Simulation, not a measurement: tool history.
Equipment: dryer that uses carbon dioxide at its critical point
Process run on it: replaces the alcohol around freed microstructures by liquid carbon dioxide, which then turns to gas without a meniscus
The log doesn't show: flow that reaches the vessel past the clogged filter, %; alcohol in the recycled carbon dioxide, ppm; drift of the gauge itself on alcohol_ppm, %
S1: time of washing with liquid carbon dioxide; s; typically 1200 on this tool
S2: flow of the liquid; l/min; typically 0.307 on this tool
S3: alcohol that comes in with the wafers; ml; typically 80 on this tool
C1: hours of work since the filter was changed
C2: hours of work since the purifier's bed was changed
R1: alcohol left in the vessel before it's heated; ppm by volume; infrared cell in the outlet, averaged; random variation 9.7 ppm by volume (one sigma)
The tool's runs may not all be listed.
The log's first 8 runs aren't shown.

run 9 day=4.921 | S1=1200 S2=0.307 S3=26 | C1=16 C2=199 | R1=217
run 10 day=5.562 | S1=1200 S2=0.307 S3=32 | C1=28 C2=210 | R1=264
run 11 day=6.312 | S1=1200 S2=0.377 S3=32 | C1=41 C2=224 | R1=105
run 12 day=6.842 | S1=1200 S2=0.377 S3=32 | C1=51 C2=233 | R1=117
run 13 day=7.158 | S1=1200 S2=0.307 S3=80 | C1=56 C2=239 | R1=631
run 14 day=7.804 | S1=1800 S2=0.307 S3=80 | C1=68 C2=250 | R1=86
run 15 day=8.262 | S1=1200 S2=0.307 S3=24 | C1=76 C2=259 | R1=214
run 16 day=8.712 | S1=1200 S2=0.307 S3=24 | C1=84 C2=267 | R1=221
run 17 day=9.146 | S1=1200 S2=0.307 S3=24 | C1=92 C2=274 | R1=220
run 18 day=9.792 | S1=1200 S2=0.307 S3=80 | C1=104 C2=286 | R1=669
run 19 day=10.192 | S1=780 S2=0.307 S3=80 | C1=111 C2=293 | R1=3448
run 20 day=10.517 | S1=1200 S2=0.205 S3=80 | C1=117 C2=299 | R1=3089
run 21 day=11.012 | S1=1200 S2=0.205 S3=80 | C1=125 C2=308 | R1=3185
run 22 day=11.762 | S1=1200 S2=0.205 S3=80 | C1=139 C2=321 | R1=3170
run 23 day=12.292 | S1=1200 S2=0.51 S3=31 | C1=148 C2=331 | R1=61
run 24 day=12.988 | S1=1200 S2=0.51 S3=31 | C1=161 C2=343 | R1=67
run 25 day=13.442 | S1=1320 S2=0.203 S3=54 | C1=169 C2=351 | R1=1610
run 26 day=13.858 | S1=1320 S2=0.417 S3=42 | C1=176 C2=359 | R1=86
run 27 day=14.188 | S1=1320 S2=0.417 S3=42 | C1=182 C2=365 | R1=83
run 28 day=14.821 | S1=1260 S2=0.312 S3=81 | C1=194 C2=376 | R1=542
run 29 day=15.479 | S1=1260 S2=0.261 S3=81 | C1=205 C2=388 | R1=1209
run 30 day=15.925 | S1=1260 S2=0.261 S3=81 | C1=213 C2=396 | R1=1182
run 31 day=16.683 | S1=1380 S2=0.505 S3=80 | C1=227 C2=409 | R1=66

For run 32, what comes out?
run 32 day=17.346 | S1=900 S2=0.325 S3=32 | C1=239 C2=421 | R1=?

R1: 815 ppm by volume
Were there no unlogged condition in the tool, this run, its random variation unchanged, would have produced R1 631 ppm by volume.
